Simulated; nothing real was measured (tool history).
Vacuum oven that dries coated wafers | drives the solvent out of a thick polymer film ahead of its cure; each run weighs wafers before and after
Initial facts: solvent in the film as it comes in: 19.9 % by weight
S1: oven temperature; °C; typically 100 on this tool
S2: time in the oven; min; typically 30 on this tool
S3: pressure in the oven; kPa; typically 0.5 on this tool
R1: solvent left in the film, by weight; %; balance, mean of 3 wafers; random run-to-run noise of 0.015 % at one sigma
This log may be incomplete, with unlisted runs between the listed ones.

run   hour   S1  S2     S3    R1
  1      0  100  30    0.5  1.46
  2   23.1  100  30    0.5  1.47
  3     41  108  30    0.5  0.64
  4     63  108  30    0.5  0.68
  5   89.8  108  30    0.5  0.67
  6  113.6  108  50    0.5  0.51
  7  137.7  108  50    0.5  0.53
  8  155.3  108  50    0.5   0.5
  9  179.6  100  30    0.5  1.47
 10  195.8  100  30    0.5  1.48
 11  208.6  100  30  0.306   1.3
 12  229.8  100  31    0.5  1.36
 13  253.5  100  42    0.5   0.9
     256.7  -- vacuum gauge cleaned of residue and calibrated
 14  283.1  100  42    0.5  1.01
 15  303.5  100  42    0.5  1.03
     306.7  -- vacuum gauge cleaned of residue and calibrated, once more
 16  333.3  100  42    0.5  0.67
 17  346.6   96  20  0.871  3.96
 18  362.4  100  37    0.5  0.81
 19  387.8   88  22  0.356   5.4
 20  411.2   97  30  1.099  2.25
 21  436.1   97  30  1.099  2.27
 22  461.2  105  38  0.482  0.46
 23  480.4  105  38  0.482  0.48
 24  497.8  105  38  0.482  0.49
 25  512.4  100  23    0.5  2.07
 26  531.9  100  23    0.5  2.02

Predict each of these 5 candidate next runs independently; none follows another, all start after run 26:
  A  551.8  100  48    0.5   ?
  B  551.8   87  23    0.5   ?
  C  551.8  112  52  1.256   ?
  D  551.8  100  28  0.528   ?
  E  551.8  100  39   1.49   ?

run    R1
  A  0.57
  B  5.64
  C  0.72
  D  1.45
  E  1.58
The same runs, with their run-to-run variation unchanged, on a tool lacking any hidden condition would have given:
run    R1
  A   0.7
  B  6.55
  C  0.77
  D  1.91
  E   1.9
